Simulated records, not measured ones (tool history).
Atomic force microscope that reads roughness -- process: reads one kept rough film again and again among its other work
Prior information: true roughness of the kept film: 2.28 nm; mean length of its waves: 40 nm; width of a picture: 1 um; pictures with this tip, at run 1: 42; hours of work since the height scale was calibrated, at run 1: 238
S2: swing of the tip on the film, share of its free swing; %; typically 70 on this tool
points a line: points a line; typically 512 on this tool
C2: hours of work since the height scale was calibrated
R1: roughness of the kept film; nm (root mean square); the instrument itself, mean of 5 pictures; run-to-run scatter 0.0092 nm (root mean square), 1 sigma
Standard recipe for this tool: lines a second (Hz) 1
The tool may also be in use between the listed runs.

Run 1, hour 0: usual settings; pictures with this tip 42; C2 238. Result: R1 2.071 nm (root mean square).
Run 2, hour 13.5: usual settings; pictures with this tip 56; C2 245. Result: R1 2.028 nm (root mean square).
Run 3, hour 27.7: usual settings; pictures with this tip 71; C2 253. Result: R1 2.063 nm (root mean square).
Run 4, hour 45.2: usual settings; pictures with this tip 90; C2 262. Result: R1 2.044 nm (root mean square).
Run 5, hour 64: usual settings; pictures with this tip 110; C2 272. Result: R1 2.05 nm (root mean square).
Run 6, hour 80.4: usual settings; pictures with this tip 127; C2 280. Result: R1 2.065 nm (root mean square).
Run 7, hour 95.6: usual settings; pictures with this tip 143; C2 288. Result: R1 2.064 nm (root mean square).
Run 8, hour 110.2: usual settings but S2 69 %; pictures with this tip 159; C2 296. Result: R1 2.056 nm (root mean square).
Run 9, hour 131.7: usual settings but S2 69 %; pictures with this tip 182; C2 307. Result: R1 2.064 nm (root mean square).
Run 10, hour 142.3: usual settings but S2 76 %, points a line 495; pictures with this tip 193; C2 313. Result: R1 2.036 nm (root mean square).
Run 11, hour 155.8: usual settings but S2 75 %, points a line 1023; pictures with this tip 207; C2 320. Result: R1 2.052 nm (root mean square).
Run 12, hour 166.3: usual settings but lines a second (Hz) 3.92, S2 89 %, points a line 470; pictures with this tip 218; C2 325. Result: R1 1.489 nm (root mean square).
At hour 175.6: new tip fitted.
Run 13, hour 187.7: usual settings but lines a second (Hz) 3.92, S2 89 %, points a line 470; pictures with this tip 13; C2 336. Result: R1 1.486 nm (root mean square).
Run 14, hour 208: usual settings but lines a second (Hz) 1.19, S2 89 %, points a line 817; pictures with this tip 34; C2 347. Result: R1 1.901 nm (root mean square).
Run 15, hour 230.6: usual settings but lines a second (Hz) 1.19, S2 62 %, points a line 817; pictures with this tip 58; C2 359. Result: R1 2.082 nm (root mean square).
Run 16, hour 246.2: usual settings but lines a second (Hz) 1.19, S2 62 %, points a line 817; pictures with this tip 75; C2 367. Result: R1 2.092 nm (root mean square).
Run 17, hour 262.2: usual settings but lines a second (Hz) 0.59, S2 65 %; pictures with this tip 92; C2 376. Result: R1 2.115 nm (root mean square).

3 ways to go on from here, each from the tool as it stands after run 17. What would each give?
Run A, hour 280.4: usual settings but lines a second (Hz) 0.94, S2 65 %; pictures with this tip 111; C2 385. Result: R1 ?.
Run B, hour 280.4: usual settings but lines a second (Hz) 0.59, S2 65 %, points a line 477; pictures with this tip 111; C2 385. Result: R1 ?.
Run C, hour 280.4: usual settings but lines a second (Hz) 0.59, S2 75 %; pictures with this tip 111; C2 385. Result: R1 ?.

run     R1
  A  2.098
  B    2.1
  C  2.084
Take away the tool's hidden state, keep each run's random variation, and the runs would have read:
run     R1
  A  2.101
  B  2.103
  C  2.087

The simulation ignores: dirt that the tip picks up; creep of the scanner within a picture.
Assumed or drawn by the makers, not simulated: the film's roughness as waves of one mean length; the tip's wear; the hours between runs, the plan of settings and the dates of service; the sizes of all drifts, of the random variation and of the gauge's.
